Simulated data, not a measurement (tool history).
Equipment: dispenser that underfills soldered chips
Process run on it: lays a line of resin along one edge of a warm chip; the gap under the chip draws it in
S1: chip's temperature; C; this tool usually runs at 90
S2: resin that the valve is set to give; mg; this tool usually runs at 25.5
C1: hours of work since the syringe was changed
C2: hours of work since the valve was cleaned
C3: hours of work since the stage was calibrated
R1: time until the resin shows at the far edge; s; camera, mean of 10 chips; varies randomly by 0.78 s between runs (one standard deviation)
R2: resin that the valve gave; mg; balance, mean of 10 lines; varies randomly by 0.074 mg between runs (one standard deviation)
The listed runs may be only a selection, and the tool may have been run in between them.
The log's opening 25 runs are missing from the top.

run 26 hour=96.7 | S1=104 S2=29.7 | C1=9 C2=43 C3=181 | R1=46.5 R2=28.42
-- hour=99.1 new syringe of resin
run 27 hour=99.9 | S1=75 S2=26.8 | C1=1 C2=45 C3=183 | R1=146.8 R2=25.51
run 28 hour=103.4 | S1=95 S2=31.7 | C1=3 C2=48 C3=185 | R1=58.3 R2=30.01
run 29 hour=107.8 | S1=95 S2=31.7 | C1=7 C2=51 C3=189 | R1=63.3 R2=30.1
run 30 hour=110.2 | S1=104 S2=31.7 | C1=8 C2=53 C3=191 | R1=44.9 R2=30.01
-- hour=113.7 new syringe of resin
run 31 hour=115.9 | S1=104 S2=30.6 | C1=2 C2=57 C3=195 | R1=36.4 R2=28.82
-- hour=118.1 dispensing valve cleaned and set on the balance
run 32 hour=121.5 | S1=91 S2=32.1 | C1=5 C2=3 C3=198 | R1=74.8 R2=31.86
run 33 hour=126.7 | S1=91 S2=32.1 | C1=9 C2=7 C3=202 | R1=83.1 R2=31.78
-- hour=129.2 new syringe of resin
run 34 hour=131.3 | S1=94 S2=25.6 | C1=2 C2=10 C3=205 | R1=57.7 R2=25.35
run 35 hour=135.3 | S1=94 S2=25.6 | C1=5 C2=13 C3=208 | R1=63.2 R2=25.2
run 36 hour=140.6 | S1=88 S2=27.1 | C1=9 C2=17 C3=212 | R1=96.5 R2=26.69

Predict each of these 4 candidate next runs independently; none follows another, all start after run 36:
-- hour=143.8 new syringe of resin
run A hour=145.1 | S1=90 S2=30.8 | C1=1 C2=20 C3=215 | R1=? R2=?
-- hour=143.8 new syringe of resin
run B hour=145.1 | S1=104 S2=33.1 | C1=1 C2=20 C3=215 | R1=? R2=?
-- hour=143.8 new syringe of resin
run C hour=145.1 | S1=82 S2=22.7 | C1=1 C2=20 C3=215 | R1=? R2=?
-- hour=143.8 new syringe of resin
run D hour=145.1 | S1=84 S2=26.5 | C1=1 C2=20 C3=215 | R1=? R2=?

run=A R1=71.3 R2=30.21
run=B R1=37 R2=32.32
run=C R1=108.1 R2=22.17
run=D R1=94.4 R2=25.96
Stripped of hidden state, with their random variation kept, the same runs would have yielded:
run=A R1=72.5 R2=30.93
run=B R1=37.4 R2=33.09
run=C R1=109.9 R2=22.7
run=D R1=96.1 R2=26.58

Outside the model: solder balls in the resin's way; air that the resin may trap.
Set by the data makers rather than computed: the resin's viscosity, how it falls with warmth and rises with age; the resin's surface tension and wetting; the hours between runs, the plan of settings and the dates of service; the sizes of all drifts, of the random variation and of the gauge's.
